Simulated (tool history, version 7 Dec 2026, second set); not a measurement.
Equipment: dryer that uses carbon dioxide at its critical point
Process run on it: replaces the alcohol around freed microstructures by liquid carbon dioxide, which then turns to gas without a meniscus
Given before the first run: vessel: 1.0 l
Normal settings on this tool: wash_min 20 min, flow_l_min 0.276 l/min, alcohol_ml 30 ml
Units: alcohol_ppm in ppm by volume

Run 1, hour 0.0: usual settings. Result: alcohol_ppm 407 ppm by volume.
Run 2, hour 33.6: usual settings. Result: alcohol_ppm 432 ppm by volume.
Run 3, hour 55.1: usual settings. Result: alcohol_ppm 450 ppm by volume.
Run 4, hour 71.7: usual settings but flow_l_min 0.211 l/min. Result: alcohol_ppm 1244 ppm by volume.
Run 5, hour 87.3: usual settings but flow_l_min 0.211 l/min. Result: alcohol_ppm 827 ppm by volume.
Run 6, hour 101.4: usual settings but flow_l_min 0.211 l/min. Result: alcohol_ppm 872 ppm by volume.
Run 7, hour 127.4: usual settings but flow_l_min 0.211 l/min, alcohol_ml 59 ml. Result: alcohol_ppm 1651 ppm by volume.
Run 8, hour 159.8: usual settings but flow_l_min 0.172 l/min. Result: alcohol_ppm 1722 ppm by volume.
Run 9, hour 174.3: usual settings but flow_l_min 0.172 l/min. Result: alcohol_ppm 1659 ppm by volume.
Run 10, hour 197.5: usual settings but flow_l_min 0.359 l/min. Result: alcohol_ppm 79 ppm by volume.
Run 11, hour 225.5: usual settings but flow_l_min 0.210 l/min. Result: alcohol_ppm 892 ppm by volume.
Run 12, hour 239.4: usual settings. Result: alcohol_ppm 285 ppm by volume.
Run 13, hour 261.8: usual settings but flow_l_min 0.372 l/min, alcohol_ml 25 ml. Result: alcohol_ppm 60 ppm by volume.
Run 14, hour 295.6: usual settings but flow_l_min 0.225 l/min, alcohol_ml 24 ml. Result: alcohol_ppm 558 ppm by volume.
Run 15, hour 312.0: usual settings but flow_l_min 0.225 l/min, alcohol_ml 24 ml. Result: alcohol_ppm 555 ppm by volume.
Run 16, hour 339.6: usual settings but flow_l_min 0.183 l/min, alcohol_ml 55 ml. Result: alcohol_ppm 2768 ppm by volume.
Run 17, hour 366.5: usual settings but wash_min 31 min, alcohol_ml 20 ml. Result: alcohol_ppm 45 ppm by volume.
Run 18, hour 391.6: usual settings but wash_min 15 min, flow_l_min 0.310 l/min, alcohol_ml 20 ml. Result: alcohol_ppm 405 ppm by volume.
Run 19, hour 418.7: usual settings but wash_min 15 min, flow_l_min 0.310 l/min, alcohol_ml 20 ml. Result: alcohol_ppm 409 ppm by volume.
Run 20, hour 440.9: usual settings but wash_min 15 min, flow_l_min 0.310 l/min, alcohol_ml 20 ml. Result: alcohol_ppm 411 ppm by volume.
Run 21, hour 463.4: usual settings but wash_min 15 min, flow_l_min 0.310 l/min, alcohol_ml 20 ml. Result: alcohol_ppm 421 ppm by volume.
Run 22, hour 481.2: usual settings but wash_min 15 min, flow_l_min 0.310 l/min, alcohol_ml 20 ml. Result: alcohol_ppm 412 ppm by volume.
Run 23, hour 497.3: usual settings but flow_l_min 0.285 l/min. Result: alcohol_ppm 282 ppm by volume.
Run 24, hour 522.4: usual settings but wash_min 18 min, flow_l_min 0.387 l/min, alcohol_ml 44 ml. Result: alcohol_ppm 139 ppm by volume.

Not shown: 1 entry that the log had between the listed runs. Between which runs, and how does the tool's hidden state differ before and after?
Run 4 -> run 5: inlet filter changed (hour 84.3)
  flow that reaches the vessel past the clogged filter, %: 88.3 -> 99.6; alcohol in the recycled carbon dioxide, ppm: 19.6 -> 20.4
  the result without the hidden state subtracted from the measured one, alcohol_ppm: +436 -> +27 ppm by volume

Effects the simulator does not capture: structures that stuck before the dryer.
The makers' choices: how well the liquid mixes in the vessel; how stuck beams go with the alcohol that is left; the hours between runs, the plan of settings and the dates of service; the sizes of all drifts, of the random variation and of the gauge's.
